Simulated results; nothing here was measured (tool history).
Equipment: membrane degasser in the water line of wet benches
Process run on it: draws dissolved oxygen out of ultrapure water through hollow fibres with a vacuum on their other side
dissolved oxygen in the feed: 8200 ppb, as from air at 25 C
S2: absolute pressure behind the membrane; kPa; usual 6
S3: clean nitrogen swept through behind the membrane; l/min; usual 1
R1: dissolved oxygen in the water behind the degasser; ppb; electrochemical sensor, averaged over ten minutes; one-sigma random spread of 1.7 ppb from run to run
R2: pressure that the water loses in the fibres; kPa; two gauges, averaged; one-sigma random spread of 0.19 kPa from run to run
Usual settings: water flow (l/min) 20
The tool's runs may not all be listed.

{"run": 1, "hour": 0.0, "water flow (l/min)": 20, "S2": 6, "S3": 1, "R1": 171, "R2": 39.7}
{"run": 2, "hour": 34.0, "water flow (l/min)": 21, "S2": 6, "S3": 1, "R1": 183.6, "R2": 42.1}
{"run": 3, "hour": 84.1, "water flow (l/min)": 21, "S2": 6, "S3": 1, "R1": 186.4, "R2": 41.68}
{"run": 4, "hour": 158.4, "water flow (l/min)": 21, "S2": 6, "S3": 1, "R1": 185.7, "R2": 42.12}
{"run": 5, "hour": 214.8, "water flow (l/min)": 21, "S2": 6, "S3": 1, "R1": 184.9, "R2": 41.97}
{"run": 6, "hour": 266.6, "water flow (l/min)": 21, "S2": 6, "S3": 1, "R1": 185.8, "R2": 42.49}
{"run": 7, "hour": 310.4, "water flow (l/min)": 20, "S2": 6, "S3": 1, "R1": 175.7, "R2": 40.66}
{"run": 8, "hour": 343.5, "water flow (l/min)": 20, "S2": 6, "S3": 1, "R1": 172.7, "R2": 40.07}
{"run": 9, "hour": 383.8, "water flow (l/min)": 20, "S2": 6, "S3": 1, "R1": 173.9, "R2": 40.71}
{"run": 10, "hour": 448.3, "water flow (l/min)": 20, "S2": 14.94, "S3": 1, "R1": 556.3, "R2": 40.25}
{"run": 11, "hour": 522.0, "water flow (l/min)": 20, "S2": 14.94, "S3": 1.67, "R1": 378.8, "R2": 40.16}
{"run": 12, "hour": 578.0, "water flow (l/min)": 18, "S2": 6, "S3": 1, "R1": 152, "R2": 36.38}
{"run": 13, "hour": 636.6, "water flow (l/min)": 20, "S2": 6, "S3": 1, "R1": 174.7, "R2": 40.08}
{"run": 14, "hour": 672.6, "water flow (l/min)": 20, "S2": 6, "S3": 1, "R1": 174.4, "R2": 40.21}
{"run": 15, "hour": 709.2, "water flow (l/min)": 20, "S2": 6, "S3": 1, "R1": 177.8, "R2": 40.5}
{"run": 16, "hour": 765.2, "water flow (l/min)": 20, "S2": 6, "S3": 1, "R1": 174.2, "R2": 40.23}
{"run": 17, "hour": 815.0, "water flow (l/min)": 22, "S2": 6, "S3": 0.66, "R1": 253.6, "R2": 44.58}
{"run": 18, "hour": 876.4, "water flow (l/min)": 22, "S2": 6, "S3": 0.66, "R1": 259.8, "R2": 44.15}
{"run": 19, "hour": 910.4, "water flow (l/min)": 25, "S2": 4.15, "S3": 2.78, "R1": 106.3, "R2": 50.6}
{"run": 20, "hour": 948.6, "water flow (l/min)": 25, "S2": 3.81, "S3": 1, "R1": 120.6, "R2": 50.81}
{"run": 21, "hour": 999.7, "water flow (l/min)": 20, "S2": 6, "S3": 0.98, "R1": 180.9, "R2": 40.37}
{"run": 22, "hour": 1049.9, "water flow (l/min)": 16, "S2": 4.3, "S3": 0.76, "R1": 84.5, "R2": 32.36}
{"run": 23, "hour": 1096.3, "water flow (l/min)": 16, "S2": 4.3, "S3": 0.55, "R1": 103.7, "R2": 32.3}
{"run": 24, "hour": 1145.0, "water flow (l/min)": 16, "S2": 13.97, "S3": 1.86, "R1": 256.8, "R2": 32.41}
{"run": 25, "hour": 1178.2, "water flow (l/min)": 16, "S2": 13.97, "S3": 1.86, "R1": 255.4, "R2": 32.27}
{"run": 26, "hour": 1215.7, "water flow (l/min)": 13, "S2": 10.86, "S3": 0.63, "R1": 370.5, "R2": 26.22}
{"run": 27, "hour": 1268.8, "water flow (l/min)": 20, "S2": 4.63, "S3": 1, "R1": 117.7, "R2": 40.49}
{"run": 28, "hour": 1308.4, "water flow (l/min)": 18, "S2": 6, "S3": 1.22, "R1": 137.3, "R2": 36.53}
{"run": 29, "hour": 1347.4, "water flow (l/min)": 20, "S2": 6, "S3": 1.46, "R1": 145.9, "R2": 40.54}
{"run": 30, "hour": 1404.9, "water flow (l/min)": 23, "S2": 12.92, "S3": 1.11, "R1": 500.5, "R2": 46.61}
{"run": 31, "hour": 1453.4, "water flow (l/min)": 23, "S2": 12.92, "S3": 1.11, "R1": 489.8, "R2": 46.59}
{"run": 32, "hour": 1510.5, "water flow (l/min)": 16, "S2": 12.68, "S3": 1, "R1": 361.4, "R2": 32.61}

Between the runs listed above, the log contained 1 entry, not reproduced here. Where in the sequence does each belong, and how does what the log doesn't record of the tool's condition differ from the listed run before to the listed run after?
Between runs 29 and 30: seals of the vacuum lines changed (hour 1372.7)
  membrane still open, %: 98.4 -> 98.3; true pressure behind the membrane over the reading, kPa: 0.14 -> 0.15; air that leaks in behind the membrane, l/min: 0.0356 -> 0.0035
  what was measured, less what the result would be without the hidden state, R1: +11.6 -> +11.5 ppb; R2: +0.65 -> +0.78 kPa
